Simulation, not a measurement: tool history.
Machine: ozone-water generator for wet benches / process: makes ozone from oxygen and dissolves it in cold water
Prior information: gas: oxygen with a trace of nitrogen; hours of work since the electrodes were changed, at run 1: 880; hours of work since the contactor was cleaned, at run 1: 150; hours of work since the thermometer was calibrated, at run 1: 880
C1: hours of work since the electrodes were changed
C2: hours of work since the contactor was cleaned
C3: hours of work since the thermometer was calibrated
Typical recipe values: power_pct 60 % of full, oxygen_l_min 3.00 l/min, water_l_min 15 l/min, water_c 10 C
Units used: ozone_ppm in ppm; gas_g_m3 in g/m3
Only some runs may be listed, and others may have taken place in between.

run 1 hour=0.0 | power_pct=60 oxygen_l_min=3.00 water_l_min=15 water_c=10 | C1=880 C2=150 C3=880 | ozone_ppm=21.3 gas_g_m3=209.2
run 2 hour=104.4 | power_pct=60 oxygen_l_min=5.34 water_l_min=15 water_c=10 | C1=981 C2=251 C3=981 | ozone_ppm=20.5 gas_g_m3=140.2
run 3 hour=203.5 | power_pct=60 oxygen_l_min=5.34 water_l_min=15 water_c=10 | C1=1077 C2=346 C3=1077 | ozone_ppm=20.3 gas_g_m3=140.3
run 4 hour=299.1 | power_pct=60 oxygen_l_min=5.34 water_l_min=15 water_c=10 | C1=1170 C2=439 C3=1170 | ozone_ppm=20.1 gas_g_m3=140.7
run 5 hour=472.9 | power_pct=60 oxygen_l_min=3.00 water_l_min=15 water_c=10 | C1=1338 C2=607 C3=1338 | ozone_ppm=21.3 gas_g_m3=210.3
run 6 hour=639.6 | power_pct=60 oxygen_l_min=1.50 water_l_min=15 water_c=10 | C1=1499 C2=768 C3=1499 | ozone_ppm=20.5 gas_g_m3=337.4
run 7 hour=737.5 | power_pct=60 oxygen_l_min=1.50 water_l_min=15 water_c=10 | C1=1593 C2=863 C3=1593 | ozone_ppm=20.5 gas_g_m3=336.8
run 8 hour=828.3 | power_pct=60 oxygen_l_min=1.50 water_l_min=15 water_c=10 | C1=1681 C2=950 C3=1681 | ozone_ppm=20.4 gas_g_m3=337.9
run 9 hour=981.2 | power_pct=60 oxygen_l_min=1.50 water_l_min=15 water_c=10 | C1=1829 C2=1098 C3=1829 | ozone_ppm=20.7 gas_g_m3=335.1
run 10 hour=1054.6 | power_pct=60 oxygen_l_min=1.50 water_l_min=15 water_c=10 | C1=1900 C2=1169 C3=1900 | ozone_ppm=20.4 gas_g_m3=336.2
run 11 hour=1225.8 | power_pct=60 oxygen_l_min=1.50 water_l_min=15 water_c=10 | C1=2065 C2=1335 C3=2065 | ozone_ppm=20.6 gas_g_m3=333.4
run 12 hour=1392.5 | power_pct=60 oxygen_l_min=1.50 water_l_min=15 water_c=10 | C1=2227 C2=1496 C3=2227 | ozone_ppm=20.7 gas_g_m3=336.5
run 13 hour=1482.4 | power_pct=60 oxygen_l_min=1.50 water_l_min=15 water_c=10 | C1=2314 C2=1583 C3=2314 | ozone_ppm=20.6 gas_g_m3=337.0
run 14 hour=1637.3 | power_pct=60 oxygen_l_min=1.50 water_l_min=15 water_c=10 | C1=2463 C2=1733 C3=2463 | ozone_ppm=20.4 gas_g_m3=333.8
run 15 hour=1711.8 | power_pct=60 oxygen_l_min=1.50 water_l_min=21 water_c=10 | C1=2535 C2=1805 C3=2535 | ozone_ppm=14.3 gas_g_m3=335.8
run 16 hour=1820.9 | power_pct=60 oxygen_l_min=3.00 water_l_min=14 water_c=10 | C1=2641 C2=1910 C3=2641 | ozone_ppm=23.0 gas_g_m3=207.8
run 17 hour=1944.9 | power_pct=44 oxygen_l_min=3.87 water_l_min=15 water_c=10 | C1=2761 C2=2030 C3=2761 | ozone_ppm=17.4 gas_g_m3=144.8
run 18 hour=2059.3 | power_pct=60 oxygen_l_min=4.70 water_l_min=15 water_c=17 | C1=2871 C2=2140 C3=2871 | ozone_ppm=18.7 gas_g_m3=153.9
run 19 hour=2193.3 | power_pct=60 oxygen_l_min=4.70 water_l_min=15 water_c=12 | C1=3001 C2=2270 C3=3001 | ozone_ppm=20.0 gas_g_m3=152.6
run 20 hour=2329.9 | power_pct=60 oxygen_l_min=4.70 water_l_min=15 water_c=12 | C1=3133 C2=2402 C3=3133 | ozone_ppm=19.9 gas_g_m3=151.9
run 21 hour=2501.7 | power_pct=60 oxygen_l_min=4.69 water_l_min=22 water_c=8 | C1=3299 C2=2568 C3=3299 | ozone_ppm=15.5 gas_g_m3=153.3
run 22 hour=2659.5 | power_pct=60 oxygen_l_min=2.94 water_l_min=9 water_c=10 | C1=3451 C2=2721 C3=3451 | ozone_ppm=31.7 gas_g_m3=210.6
run 23 hour=2732.4 | power_pct=60 oxygen_l_min=2.94 water_l_min=9 water_c=10 | C1=3522 C2=2791 C3=3522 | ozone_ppm=31.4 gas_g_m3=211.2
run 24 hour=2863.4 | power_pct=60 oxygen_l_min=1.57 water_l_min=9 water_c=10 | C1=3649 C2=2918 C3=3649 | ozone_ppm=33.4 gas_g_m3=324.6
run 25 hour=2984.4 | power_pct=60 oxygen_l_min=5.14 water_l_min=16 water_c=10 | C1=3765 C2=3035 C3=3765 | ozone_ppm=19.5 gas_g_m3=143.7
run 26 hour=3154.4 | power_pct=60 oxygen_l_min=5.14 water_l_min=16 water_c=10 | C1=3930 C2=3199 C3=3930 | ozone_ppm=19.4 gas_g_m3=144.5
run 27 hour=3334.6 | power_pct=60 oxygen_l_min=3.17 water_l_min=23 water_c=10 | C1=4104 C2=3373 C3=4104 | ozone_ppm=14.5 gas_g_m3=200.6
run 28 hour=3468.8 | power_pct=60 oxygen_l_min=3.17 water_l_min=23 water_c=10 | C1=4234 C2=3503 C3=4234 | ozone_ppm=14.5 gas_g_m3=201.6

Below are 4 alternative next runs, each starting from the tool's condition after run 28. Predict each:
run A hour=3545.8 | power_pct=47 oxygen_l_min=3.17 water_l_min=23 water_c=10 | C1=4308 C2=3577 C3=4308 | ozone_ppm=? gas_g_m3=?
run B hour=3545.8 | power_pct=92 oxygen_l_min=2.33 water_l_min=15 water_c=7 | C1=4308 C2=3577 C3=4308 | ozone_ppm=? gas_g_m3=?
run C hour=3545.8 | power_pct=60 oxygen_l_min=3.00 water_l_min=15 water_c=5 | C1=4308 C2=3577 C3=4308 | ozone_ppm=? gas_g_m3=?
run D hour=3545.8 | power_pct=47 oxygen_l_min=1.79 water_l_min=23 water_c=10 | C1=4308 C2=3577 C3=4308 | ozone_ppm=? gas_g_m3=?

run=A ozone_ppm=12.6 gas_g_m3=172.1
run=B ozone_ppm=27.9 gas_g_m3=321.2
run=C ozone_ppm=22.4 gas_g_m3=208.0
run=D ozone_ppm=11.5 gas_g_m3=255.4
With the hidden condition removed and each run's random variation left untouched, the same runs would have given:
run=A ozone_ppm=12.6 gas_g_m3=172.3
run=B ozone_ppm=27.9 gas_g_m3=321.8
run=C ozone_ppm=22.5 gas_g_m3=208.3
run=D ozone_ppm=11.5 gas_g_m3=255.7
